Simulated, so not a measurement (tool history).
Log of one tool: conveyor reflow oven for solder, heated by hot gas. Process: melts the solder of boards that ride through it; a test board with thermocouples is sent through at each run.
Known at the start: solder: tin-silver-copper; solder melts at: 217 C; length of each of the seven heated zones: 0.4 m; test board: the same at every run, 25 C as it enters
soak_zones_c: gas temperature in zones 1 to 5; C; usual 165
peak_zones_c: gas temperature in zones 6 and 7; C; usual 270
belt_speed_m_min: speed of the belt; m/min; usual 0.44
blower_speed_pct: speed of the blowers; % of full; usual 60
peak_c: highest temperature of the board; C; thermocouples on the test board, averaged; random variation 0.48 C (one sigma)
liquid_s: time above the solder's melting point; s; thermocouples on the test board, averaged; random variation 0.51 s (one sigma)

run 1 hour=0.0 | soak_zones_c=165 peak_zones_c=270 belt_speed_m_min=0.44 blower_speed_pct=60 | peak_c=256.6 liquid_s=84.9
run 2 hour=30.6 | soak_zones_c=165 peak_zones_c=270 belt_speed_m_min=0.44 blower_speed_pct=60 | peak_c=257.6 liquid_s=85.0
run 3 hour=56.5 | soak_zones_c=165 peak_zones_c=270 belt_speed_m_min=0.44 blower_speed_pct=60 | peak_c=256.5 liquid_s=84.6
run 4 hour=81.4 | soak_zones_c=165 peak_zones_c=270 belt_speed_m_min=0.44 blower_speed_pct=60 | peak_c=255.8 liquid_s=85.0
run 5 hour=117.1 | soak_zones_c=165 peak_zones_c=270 belt_speed_m_min=0.44 blower_speed_pct=60 | peak_c=256.7 liquid_s=83.3
run 6 hour=153.7 | soak_zones_c=165 peak_zones_c=270 belt_speed_m_min=0.44 blower_speed_pct=60 | peak_c=256.4 liquid_s=84.3
run 7 hour=203.8 | soak_zones_c=165 peak_zones_c=270 belt_speed_m_min=0.44 blower_speed_pct=60 | peak_c=257.0 liquid_s=84.2
run 8 hour=233.7 | soak_zones_c=168 peak_zones_c=270 belt_speed_m_min=0.44 blower_speed_pct=60 | peak_c=257.3 liquid_s=85.8
run 9 hour=268.2 | soak_zones_c=168 peak_zones_c=270 belt_speed_m_min=0.44 blower_speed_pct=60 | peak_c=256.4 liquid_s=85.5
run 10 hour=300.4 | soak_zones_c=168 peak_zones_c=270 belt_speed_m_min=0.44 blower_speed_pct=60 | peak_c=255.8 liquid_s=84.6
run 11 hour=327.5 | soak_zones_c=168 peak_zones_c=270 belt_speed_m_min=0.44 blower_speed_pct=60 | peak_c=255.8 liquid_s=85.2
run 12 hour=367.6 | soak_zones_c=154 peak_zones_c=276 belt_speed_m_min=0.44 blower_speed_pct=60 | peak_c=259.6 liquid_s=82.6
-- hour=378.7 flux residue cleaned out of gas plates and filters
run 13 hour=402.8 | soak_zones_c=165 peak_zones_c=263 belt_speed_m_min=0.44 blower_speed_pct=60 | peak_c=249.5 liquid_s=78.3
run 14 hour=445.0 | soak_zones_c=160 peak_zones_c=275 belt_speed_m_min=0.44 blower_speed_pct=60 | peak_c=261.6 liquid_s=85.2

Forecast each of these 3 alternatives for the next run:
run A hour=492.2 | soak_zones_c=160 peak_zones_c=271 belt_speed_m_min=0.44 blower_speed_pct=60 | peak_c=? liquid_s=?
run B hour=492.2 | soak_zones_c=160 peak_zones_c=275 belt_speed_m_min=0.44 blower_speed_pct=76 | peak_c=? liquid_s=?
run C hour=492.2 | soak_zones_c=169 peak_zones_c=282 belt_speed_m_min=0.44 blower_speed_pct=64 | peak_c=? liquid_s=?

run=A peak_c=255.4 liquid_s=82.4
run=B peak_c=261.7 liquid_s=88.6
run=C peak_c=268.5 liquid_s=94.9
Without the tool's hidden state the same runs would have given:
run=A peak_c=258.3 liquid_s=84.0
run=B peak_c=264.7 liquid_s=89.8
run=C peak_c=271.4 liquid_s=95.8
